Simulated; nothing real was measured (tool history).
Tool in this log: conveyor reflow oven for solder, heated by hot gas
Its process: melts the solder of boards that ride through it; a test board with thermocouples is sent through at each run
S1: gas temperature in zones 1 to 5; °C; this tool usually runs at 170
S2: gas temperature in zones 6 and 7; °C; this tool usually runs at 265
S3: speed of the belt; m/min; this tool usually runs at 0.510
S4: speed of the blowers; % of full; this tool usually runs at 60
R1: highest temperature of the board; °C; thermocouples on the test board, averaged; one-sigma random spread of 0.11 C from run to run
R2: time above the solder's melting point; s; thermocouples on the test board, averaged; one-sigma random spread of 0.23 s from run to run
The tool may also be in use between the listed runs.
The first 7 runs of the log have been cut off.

run   hour   S1   S2     S3  S4     R1     R2
  8  128.1  170  265  0.510  55  245.8   60.7
  9  142.0  170  265  0.510  55  245.6   61.0
 10  166.1  170  265  0.510  62  247.7   63.9
 11  180.3  170  265  0.510  62  247.8   63.9
 12  205.0  170  264  0.510  60  246.4   62.3
 13  216.4  170  264  0.510  60  246.3   62.0
 14  235.1  170  264  0.510  60  246.4   61.7
 15  261.8  170  264  0.510  60  246.5   62.6
 16  273.1  170  264  0.510  60  246.3   62.5
 17  292.3  183  272  0.415  81  264.9  104.3
 18  315.4  170  265  0.476  75  253.0   75.6
 19  336.7  158  255  0.545  52  230.9   31.9
 20  355.8  158  275  0.545  52  247.2   53.0
 21  380.3  158  275  0.545  52  247.3   52.7
 22  403.7  158  257  0.545  59  235.3   39.8
 23  416.8  182  270  0.565  55  248.5   61.8
 24  439.4  161  270  0.558  55  244.0   49.9
 25  459.1  179  268  0.510  60  251.4   71.3
 26  478.2  179  268  0.510  60  251.5   71.5
 27  491.9  178  265  0.510  60  248.6   68.3
 28  512.5  178  265  0.510  60  248.5   68.0
 29  527.0  170  265  0.510  53  244.8   59.6
 30  543.5  170  265  0.510  53  244.9   60.0
 31  556.0  170  257  0.523  60  239.7   52.7
 32  580.9  170  257  0.523  60  239.6   52.8

Consider 3 possible next runs. They are alternatives, not a sequence: every one starts from the tool as it was left by run 32. What does each give?
  A  607.6  170  277  0.510  60   ?   ?
  B  607.6  170  258  0.523  55   ?   ?
  C  607.6  170  257  0.565  55   ?   ?

run     R1    R2
  A  257.5  72.3
  B  238.8  50.6
  C  235.3  40.9
With no hidden state in the tool, these same runs would have given:
run     R1    R2
  A  257.6  72.3
  B  238.9  50.7
  C  235.4  41.0
